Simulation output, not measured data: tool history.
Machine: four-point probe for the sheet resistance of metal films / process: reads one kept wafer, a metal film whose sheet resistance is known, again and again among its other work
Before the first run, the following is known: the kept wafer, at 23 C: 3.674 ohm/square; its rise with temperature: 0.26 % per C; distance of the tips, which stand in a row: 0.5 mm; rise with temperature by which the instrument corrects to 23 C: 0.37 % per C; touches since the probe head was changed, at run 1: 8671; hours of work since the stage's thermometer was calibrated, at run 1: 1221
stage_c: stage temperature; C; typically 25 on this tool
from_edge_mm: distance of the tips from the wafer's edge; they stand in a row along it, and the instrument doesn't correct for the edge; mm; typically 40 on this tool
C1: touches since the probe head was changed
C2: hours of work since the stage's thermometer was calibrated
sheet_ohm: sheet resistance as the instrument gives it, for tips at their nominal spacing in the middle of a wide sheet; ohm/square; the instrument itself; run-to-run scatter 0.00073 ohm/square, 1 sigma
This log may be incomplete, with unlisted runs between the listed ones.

run 1 hour=0.0 | stage_c=25 from_edge_mm=40 | C1=8671 C2=1221 | sheet_ohm=3.669538
run 2 hour=70.3 | stage_c=25 from_edge_mm=40 | C1=10812 C2=1273 | sheet_ohm=3.670586
run 3 hour=125.2 | stage_c=25 from_edge_mm=40 | C1=12484 C2=1313 | sheet_ohm=3.671041
run 4 hour=190.1 | stage_c=20 from_edge_mm=40 | C1=14462 C2=1360 | sheet_ohm=3.692410
run 5 hour=296.4 | stage_c=20 from_edge_mm=40 | C1=17703 C2=1438 | sheet_ohm=3.693874
run 6 hour=383.0 | stage_c=30 from_edge_mm=40 | C1=20339 C2=1502 | sheet_ohm=3.655369
run 7 hour=484.2 | stage_c=25 from_edge_mm=40 | C1=23423 C2=1576 | sheet_ohm=3.675931
run 8 hour=555.8 | stage_c=25 from_edge_mm=40 | C1=25603 C2=1628 | sheet_ohm=3.677229
run 9 hour=607.0 | stage_c=25 from_edge_mm=40 | C1=27164 C2=1665 | sheet_ohm=3.676589
run 10 hour=709.0 | stage_c=25 from_edge_mm=30 | C1=30272 C2=1740 | sheet_ohm=3.678965
run 11 hour=803.8 | stage_c=25 from_edge_mm=40 | C1=33161 C2=1809 | sheet_ohm=3.680369
run 12 hour=867.5 | stage_c=25 from_edge_mm=4 | C1=35102 C2=1856 | sheet_ohm=3.710176
run 13 hour=977.0 | stage_c=25 from_edge_mm=40 | C1=38438 C2=1936 | sheet_ohm=3.681330
run 14 hour=1033.8 | stage_c=25 from_edge_mm=40 | C1=40167 C2=1978 | sheet_ohm=3.682732
run 15 hour=1121.4 | stage_c=19 from_edge_mm=40 | C1=42837 C2=2042 | sheet_ohm=3.709466
run 16 hour=1201.5 | stage_c=22 from_edge_mm=56 | C1=45276 C2=2100 | sheet_ohm=3.697556
run 17 hour=1256.8 | stage_c=19 from_edge_mm=3 | C1=46960 C2=2141 | sheet_ohm=3.764053
run 18 hour=1329.5 | stage_c=22 from_edge_mm=3 | C1=49176 C2=2194 | sheet_ohm=3.752343
run 19 hour=1415.5 | stage_c=22 from_edge_mm=23 | C1=51797 C2=2257 | sheet_ohm=3.699398
run 20 hour=1498.7 | stage_c=26 from_edge_mm=7 | C1=54331 C2=2318 | sheet_ohm=3.692738
run 21 hour=1571.2 | stage_c=31 from_edge_mm=31 | C1=56539 C2=2371 | sheet_ohm=3.666179
-- hour=1632.8 stage's thermometer calibrated
run 22 hour=1654.0 | stage_c=20 from_edge_mm=18 | C1=59048 C2=16 | sheet_ohm=3.703457
run 23 hour=1757.3 | stage_c=21 from_edge_mm=41 | C1=62194 C2=91 | sheet_ohm=3.700124
run 24 hour=1810.0 | stage_c=24 from_edge_mm=24 | C1=63799 C2=130 | sheet_ohm=3.688716
run 25 hour=1882.0 | stage_c=34 from_edge_mm=28 | C1=65995 C2=182 | sheet_ohm=3.650717
run 26 hour=1983.2 | stage_c=23 from_edge_mm=37 | C1=69076 C2=256 | sheet_ohm=3.695810
run 27 hour=2088.3 | stage_c=25 from_edge_mm=15 | C1=72278 C2=333 | sheet_ohm=3.688852
run 28 hour=2142.5 | stage_c=25 from_edge_mm=5 | C1=73929 C2=373 | sheet_ohm=3.707834
run 29 hour=2250.2 | stage_c=25 from_edge_mm=5 | C1=77211 C2=452 | sheet_ohm=3.709559

For some of the steps in sheet_ohm from one run to the next: how much would appear even if the tool had no hidden state, given the settings, what came in and random variation, and how much remains for the hidden state plus any gauge scatter that the measured result and the result without hidden state don't share?
Hidden state at play: inner tips' distance over the nominal, %; tips' flats over new ones', %; wafer's true temperature over the reading, C; drift of the gauge itself on sheet_ohm, %.
Run 16 -> 17: stage_c 22 -> 19, from_edge_mm 56 -> 3. sheet_ohm +0.066497 ohm/square: hidden state +0.001019, all else +0.065478.
Run 18 -> 19: from_edge_mm 3 -> 23. sheet_ohm -0.052945 ohm/square: hidden state +0.000821, all else -0.053766.
Run 21 -> 22: stage_c 31 -> 20, from_edge_mm 31 -> 18, stage's thermometer calibrated. sheet_ohm +0.037278 ohm/square: hidden state -0.006311, all else +0.043589.
Run 25 -> 26: stage_c 34 -> 23, from_edge_mm 28 -> 37. sheet_ohm +0.045093 ohm/square: hidden state +0.001385, all else +0.043708.
